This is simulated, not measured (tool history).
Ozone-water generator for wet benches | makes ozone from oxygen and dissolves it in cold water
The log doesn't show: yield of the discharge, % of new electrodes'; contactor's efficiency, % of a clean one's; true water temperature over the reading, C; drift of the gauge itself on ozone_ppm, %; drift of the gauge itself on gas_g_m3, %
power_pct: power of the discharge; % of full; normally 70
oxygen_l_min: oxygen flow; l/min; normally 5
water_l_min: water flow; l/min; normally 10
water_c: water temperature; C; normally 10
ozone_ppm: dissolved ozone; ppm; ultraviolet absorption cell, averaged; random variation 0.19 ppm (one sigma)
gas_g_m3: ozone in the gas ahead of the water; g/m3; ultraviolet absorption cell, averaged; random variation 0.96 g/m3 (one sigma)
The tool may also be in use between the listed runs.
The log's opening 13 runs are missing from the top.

run,day,power_pct,oxygen_l_min,water_l_min,water_c,hours of work since the electrodes were changed,hours of work since the contactor was cleaned,hours of work since the thermometer was calibrated,ozone_ppm,gas_g_m3
14,50.862,73,5,10,10,5003,1624,2293,22.3,140.8
15,55.317,70,5,10,10,5090,1710,2380,21.6,136.9
16,60.096,70,5,10,10,5182,1803,2472,21.3,137.4
17,63.6,70,5,10,10,5250,1870,2540,21.4,135.6
18,66.154,93,5,10,10,5299,1920,2589,25.2,159.2
19,69.888,95,5,10,18,5372,1992,2662,21.6,160.3
20,74.221,70,5,10,12,5456,2076,2746,20.4,135.5
# day 75.767: water thermometer calibrated
21,78.362,47,4.46,10,12,5535,2156,50,16.6,114.1
22,80.533,47,4.46,10,12,5577,2198,92,16.5,114.4
23,84.888,47,4.46,10,12,5662,2282,177,16.4,114.3
24,88.046,70,6.95,6,10,5723,2343,238,27.1,115.7
25,91.325,63,5,10,12,5786,2407,301,19.1,127.5
26,94.971,63,5,10,12,5857,2477,372,19.1,124.4
27,99.762,70,5,10,9,5950,2570,465,21.5,132.1
28,102.154,70,5,10,9,5996,2616,511,21,130.7
29,105.071,87,4.13,9,14,6052,2673,567,22.7,158.8
30,107.792,78,3.91,16,14,6105,2726,620,14,156.1
31,111.329,52,8.71,9,15,6174,2794,689,16.4,89.4
32,115.804,52,3.23,13,7,6260,2881,775,14.2,135
33,120.471,52,3.23,13,7,6351,2971,865,14.3,134.6

3 options for the next run, each taken on its own from the tool as it stands now. Forecast them:
A,123.071,63,6.58,13,8,6401,3021,916,?,?
B,123.071,70,5,14,10,6401,3021,916,?,?
C,123.071,77,3.7,10,5,6401,3021,916,?,?

run,ozone_ppm,gas_g_m3
A,16.7,110.8
B,16.2,129.3
C,22.9,156.1
Without the tool's hidden state the same runs would have given:
run,ozone_ppm,gas_g_m3
A,21.3,136.8
B,20.9,162.1
C,29.9,197.9

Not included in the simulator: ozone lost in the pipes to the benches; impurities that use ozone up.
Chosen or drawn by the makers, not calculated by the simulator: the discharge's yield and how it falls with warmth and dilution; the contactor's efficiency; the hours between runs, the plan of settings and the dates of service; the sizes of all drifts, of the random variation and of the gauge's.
